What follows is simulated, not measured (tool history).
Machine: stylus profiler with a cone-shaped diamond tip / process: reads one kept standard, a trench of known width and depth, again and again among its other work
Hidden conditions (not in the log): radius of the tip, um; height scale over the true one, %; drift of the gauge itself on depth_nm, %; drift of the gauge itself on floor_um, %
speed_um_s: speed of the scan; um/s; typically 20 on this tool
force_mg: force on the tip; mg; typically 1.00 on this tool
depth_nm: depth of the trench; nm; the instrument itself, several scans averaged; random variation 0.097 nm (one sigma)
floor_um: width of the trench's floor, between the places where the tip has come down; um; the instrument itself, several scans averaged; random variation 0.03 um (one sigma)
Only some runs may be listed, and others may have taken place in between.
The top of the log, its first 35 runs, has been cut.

run,hour,speed_um_s,force_mg,scans with this tip,hours of work since the height scale was calibrated,depth_nm,floor_um
36,407.4,10,0.61,2428,50,502.98,16.85
37,415.9,10,0.61,2477,54,502.99,16.72
38,430.7,69,0.61,2563,61,503.06,16.30
39,446.3,69,0.61,2653,68,502.97,16.25
40,459.2,69,0.61,2727,74,502.95,16.27
41,469.2,73,0.65,2785,79,503.01,16.21
42,480.3,73,0.65,2849,84,503.25,16.24
43,493.2,58,2.23,2924,90,507.36,16.45
44,506.1,11,2.55,2998,97,508.15,16.74
45,516.8,54,1.66,3060,102,506.03,16.48
46,531.6,75,1.63,3145,109,505.88,16.38

Consider 4 possible next runs. They are alternatives, not a sequence: every one starts from the tool as it was left by run 46. What does each give?
A,542.1,22,0.93,3206,114,?,?
B,542.1,53,0.92,3206,114,?,?
C,542.1,35,1.52,3206,114,?,?
D,542.1,9,1.00,3206,114,?,?

run,depth_nm,floor_um
A,504.09,16.60
B,503.95,16.37
C,505.59,16.56
D,504.16,16.67
Had the tool no hidden state, the same runs would have come out as:
run,depth_nm,floor_um
A,504.38,17.21
B,504.24,16.98
C,505.88,17.17
D,504.45,17.29
